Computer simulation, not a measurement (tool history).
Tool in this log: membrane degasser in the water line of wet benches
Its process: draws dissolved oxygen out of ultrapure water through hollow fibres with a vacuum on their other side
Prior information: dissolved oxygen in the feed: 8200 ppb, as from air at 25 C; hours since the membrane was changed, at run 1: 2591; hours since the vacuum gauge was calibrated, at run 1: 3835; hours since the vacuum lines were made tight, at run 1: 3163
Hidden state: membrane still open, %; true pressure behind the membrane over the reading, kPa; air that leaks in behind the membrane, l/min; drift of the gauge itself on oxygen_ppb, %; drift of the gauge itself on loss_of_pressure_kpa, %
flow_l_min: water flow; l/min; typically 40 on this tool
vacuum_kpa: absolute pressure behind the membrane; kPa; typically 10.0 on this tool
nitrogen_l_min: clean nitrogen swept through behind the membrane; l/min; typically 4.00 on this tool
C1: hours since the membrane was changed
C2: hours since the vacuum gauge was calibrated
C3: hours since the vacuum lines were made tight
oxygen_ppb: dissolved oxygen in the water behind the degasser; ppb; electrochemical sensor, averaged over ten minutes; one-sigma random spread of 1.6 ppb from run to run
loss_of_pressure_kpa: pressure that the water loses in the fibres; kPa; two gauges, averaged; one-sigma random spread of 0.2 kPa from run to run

run 1 day=0.000 | flow_l_min=40 vacuum_kpa=10.0 nitrogen_l_min=4.00 | C1=2591 C2=3835 C3=3163 | oxygen_ppb=206.6 loss_of_pressure_kpa=44.12
run 2 day=2.617 | flow_l_min=40 vacuum_kpa=10.0 nitrogen_l_min=4.00 | C1=2653 C2=3897 C3=3226 | oxygen_ppb=208.5 loss_of_pressure_kpa=44.19
run 3 day=4.217 | flow_l_min=40 vacuum_kpa=10.0 nitrogen_l_min=4.00 | C1=2692 C2=3936 C3=3264 | oxygen_ppb=207.5 loss_of_pressure_kpa=44.37
run 4 day=7.196 | flow_l_min=40 vacuum_kpa=10.0 nitrogen_l_min=4.00 | C1=2763 C2=4007 C3=3336 | oxygen_ppb=207.0 loss_of_pressure_kpa=44.20
run 5 day=9.788 | flow_l_min=40 vacuum_kpa=10.0 nitrogen_l_min=4.00 | C1=2826 C2=4069 C3=3398 | oxygen_ppb=203.0 loss_of_pressure_kpa=44.47
run 6 day=12.538 | flow_l_min=40 vacuum_kpa=10.0 nitrogen_l_min=4.00 | C1=2892 C2=4135 C3=3464 | oxygen_ppb=205.0 loss_of_pressure_kpa=43.95
run 7 day=15.208 | flow_l_min=40 vacuum_kpa=10.0 nitrogen_l_min=4.00 | C1=2956 C2=4200 C3=3528 | oxygen_ppb=207.7 loss_of_pressure_kpa=44.40
run 8 day=18.071 | flow_l_min=40 vacuum_kpa=10.0 nitrogen_l_min=4.00 | C1=3024 C2=4268 C3=3597 | oxygen_ppb=207.2 loss_of_pressure_kpa=44.44
run 9 day=21.071 | flow_l_min=40 vacuum_kpa=10.0 nitrogen_l_min=4.00 | C1=3096 C2=4340 C3=3669 | oxygen_ppb=205.9 loss_of_pressure_kpa=44.86
run 10 day=24.367 | flow_l_min=40 vacuum_kpa=10.0 nitrogen_l_min=4.00 | C1=3176 C2=4419 C3=3748 | oxygen_ppb=207.7 loss_of_pressure_kpa=44.76
run 11 day=27.521 | flow_l_min=24 vacuum_kpa=10.0 nitrogen_l_min=4.00 | C1=3251 C2=4495 C3=3823 | oxygen_ppb=100.7 loss_of_pressure_kpa=27.01
-- day=29.350 seals of the vacuum lines changed
run 12 day=29.379 | flow_l_min=24 vacuum_kpa=10.0 nitrogen_l_min=4.00 | C1=3294 C2=4538 C3=1 | oxygen_ppb=100.7 loss_of_pressure_kpa=26.97
run 13 day=32.025 | flow_l_min=40 vacuum_kpa=10.0 nitrogen_l_min=4.00 | C1=3357 C2=4601 C3=64 | oxygen_ppb=205.3 loss_of_pressure_kpa=44.66
run 14 day=34.242 | flow_l_min=57 vacuum_kpa=10.0 nitrogen_l_min=4.00 | C1=3411 C2=4654 C3=117 | oxygen_ppb=410.0 loss_of_pressure_kpa=63.06
run 15 day=36.521 | flow_l_min=57 vacuum_kpa=10.0 nitrogen_l_min=4.00 | C1=3465 C2=4709 C3=172 | oxygen_ppb=406.8 loss_of_pressure_kpa=63.73
run 16 day=38.583 | flow_l_min=57 vacuum_kpa=10.0 nitrogen_l_min=4.00 | C1=3515 C2=4759 C3=222 | oxygen_ppb=413.9 loss_of_pressure_kpa=63.53
run 17 day=41.562 | flow_l_min=37 vacuum_kpa=10.0 nitrogen_l_min=4.00 | C1=3586 C2=4830 C3=293 | oxygen_ppb=183.6 loss_of_pressure_kpa=41.41
run 18 day=44.875 | flow_l_min=40 vacuum_kpa=10.0 nitrogen_l_min=7.82 | C1=3666 C2=4910 C3=373 | oxygen_ppb=134.8 loss_of_pressure_kpa=44.81
run 19 day=47.054 | flow_l_min=29 vacuum_kpa=12.1 nitrogen_l_min=4.00 | C1=3718 C2=4962 C3=425 | oxygen_ppb=163.4 loss_of_pressure_kpa=32.69
run 20 day=50.204 | flow_l_min=36 vacuum_kpa=10.4 nitrogen_l_min=2.85 | C1=3794 C2=5037 C3=500 | oxygen_ppb=233.9 loss_of_pressure_kpa=40.37
run 21 day=53.392 | flow_l_min=36 vacuum_kpa=10.4 nitrogen_l_min=2.85 | C1=3870 C2=5114 C3=577 | oxygen_ppb=237.4 loss_of_pressure_kpa=40.11
run 22 day=55.050 | flow_l_min=36 vacuum_kpa=10.4 nitrogen_l_min=2.85 | C1=3910 C2=5154 C3=617 | oxygen_ppb=234.4 loss_of_pressure_kpa=40.37
run 23 day=57.088 | flow_l_min=40 vacuum_kpa=12.0 nitrogen_l_min=1.65 | C1=3959 C2=5203 C3=666 | oxygen_ppb=487.5 loss_of_pressure_kpa=44.82
run 24 day=59.096 | flow_l_min=40 vacuum_kpa=12.0 nitrogen_l_min=1.65 | C1=4007 C2=5251 C3=714 | oxygen_ppb=494.4 loss_of_pressure_kpa=44.84
run 25 day=60.879 | flow_l_min=40 vacuum_kpa=12.0 nitrogen_l_min=1.65 | C1=4050 C2=5294 C3=757 | oxygen_ppb=492.2 loss_of_pressure_kpa=45.00
run 26 day=63.588 | flow_l_min=40 vacuum_kpa=12.0 nitrogen_l_min=1.65 | C1=4115 C2=5359 C3=822 | oxygen_ppb=487.8 loss_of_pressure_kpa=45.27
run 27 day=65.383 | flow_l_min=40 vacuum_kpa=12.0 nitrogen_l_min=1.65 | C1=4158 C2=5402 C3=865 | oxygen_ppb=488.0 loss_of_pressure_kpa=44.75
-- day=68.192 vacuum gauge calibrated
run 28 day=68.717 | flow_l_min=40 vacuum_kpa=12.0 nitrogen_l_min=1.65 | C1=4237 C2=13 C3=944 | oxygen_ppb=494.4 loss_of_pressure_kpa=45.36
run 29 day=70.500 | flow_l_min=40 vacuum_kpa=12.0 nitrogen_l_min=1.65 | C1=4280 C2=55 C3=987 | oxygen_ppb=490.2 loss_of_pressure_kpa=45.12
run 30 day=72.796 | flow_l_min=37 vacuum_kpa=12.0 nitrogen_l_min=1.65 | C1=4335 C2=110 C3=1042 | oxygen_ppb=447.7 loss_of_pressure_kpa=42.21
run 31 day=74.871 | flow_l_min=57 vacuum_kpa=12.0 nitrogen_l_min=1.65 | C1=4385 C2=160 C3=1092 | oxygen_ppb=766.3 loss_of_pressure_kpa=64.67
run 32 day=77.729 | flow_l_min=53 vacuum_kpa=10.0 nitrogen_l_min=4.00 | C1=4454 C2=229 C3=1161 | oxygen_ppb=349.7 loss_of_pressure_kpa=60.12

Results per run with the tool's hidden condition removed, run-to-run variation unchanged:
run=1 loss_of_pressure_kpa=44.11
run=2 loss_of_pressure_kpa=44.14
run=3 loss_of_pressure_kpa=44.30
run=4 loss_of_pressure_kpa=44.08
run=5 loss_of_pressure_kpa=44.32
run=6 loss_of_pressure_kpa=43.77
run=7 loss_of_pressure_kpa=44.18
run=8 loss_of_pressure_kpa=44.18
run=9 loss_of_pressure_kpa=44.55
run=10 loss_of_pressure_kpa=44.41
run=11 loss_of_pressure_kpa=26.77
run=12 loss_of_pressure_kpa=26.72
run=13 loss_of_pressure_kpa=44.21
run=14 loss_of_pressure_kpa=62.39
run=15 loss_of_pressure_kpa=63.01
run=16 loss_of_pressure_kpa=62.77
run=17 loss_of_pressure_kpa=40.87
run=18 loss_of_pressure_kpa=44.19
run=19 loss_of_pressure_kpa=32.21
run=20 loss_of_pressure_kpa=39.75
run=21 loss_of_pressure_kpa=39.45
run=22 loss_of_pressure_kpa=39.69
run=23 loss_of_pressure_kpa=44.03
run=24 loss_of_pressure_kpa=44.02
run=25 loss_of_pressure_kpa=44.16
run=26 loss_of_pressure_kpa=44.38
run=27 loss_of_pressure_kpa=43.85
run=28 loss_of_pressure_kpa=44.41
run=29 loss_of_pressure_kpa=44.15
run=30 loss_of_pressure_kpa=41.28
run=31 loss_of_pressure_kpa=63.20
run=32 loss_of_pressure_kpa=58.70
oxygen_ppb: within 0.5 ppb of the measured result in every run.

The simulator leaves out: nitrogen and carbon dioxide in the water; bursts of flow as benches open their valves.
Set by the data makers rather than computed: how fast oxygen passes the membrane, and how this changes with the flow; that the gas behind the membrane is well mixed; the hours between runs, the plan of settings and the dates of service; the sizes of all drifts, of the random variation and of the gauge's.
